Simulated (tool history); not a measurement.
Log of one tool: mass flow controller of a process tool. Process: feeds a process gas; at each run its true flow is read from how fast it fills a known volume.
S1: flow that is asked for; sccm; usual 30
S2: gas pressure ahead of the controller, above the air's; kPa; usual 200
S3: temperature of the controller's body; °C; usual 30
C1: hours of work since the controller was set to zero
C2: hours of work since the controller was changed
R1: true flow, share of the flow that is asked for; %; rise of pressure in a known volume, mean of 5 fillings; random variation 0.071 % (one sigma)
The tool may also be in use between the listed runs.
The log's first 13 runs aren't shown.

run,hour,S1,S2,S3,C1,C2,R1
14,721.6,30,158,30,1997,1997,101.19
15,778.1,30,200,33,2040,2040,101.12
16,854.7,30,200,33,2100,2100,101.08
17,893.5,30,200,33,2130,2130,101.19
18,941,30,217,33,2166,2166,101.3
19,983.6,30,200,39,2199,2199,101.71
20,1044.3,30,200,39,2246,2246,101.7
21,1123.7,18,200,30,2307,2307,100.56
22,1165.5,6,200,30,2339,2339,99.53
23,1231.3,30,234,30,2390,2390,101.04
24,1279.6,30,234,30,2427,2427,101.06
25,1320.2,30,234,30,2459,2459,101.15
26,1362.1,13,200,31,2491,2491,100.38
27,1430.7,13,165,27,2544,2544,100.33
28,1487.6,13,165,27,2588,2588,100.31
29,1566.6,13,165,27,2649,2649,100.33
30,1630.4,13,165,27,2698,2698,100.29
31,1695.3,13,165,27,2748,2748,100.28
32,1745.6,14,236,30,2787,2787,100.44
33,1821.3,19,143,33,2845,2845,101.07
34,1862.6,10,261,30,2877,2877,100.03
35,1918.9,10,261,30,2921,2921,100.13
36,1995.8,9,200,38,2980,2980,100.62
37,2054.5,9,238,38,3025,3025,100.64

Forecast run 38:
38,2118.6,32,168,33,3075,3075,?

R1: 101.58 %
Without the tool's hidden state the same run would have given R1 100.24 %.

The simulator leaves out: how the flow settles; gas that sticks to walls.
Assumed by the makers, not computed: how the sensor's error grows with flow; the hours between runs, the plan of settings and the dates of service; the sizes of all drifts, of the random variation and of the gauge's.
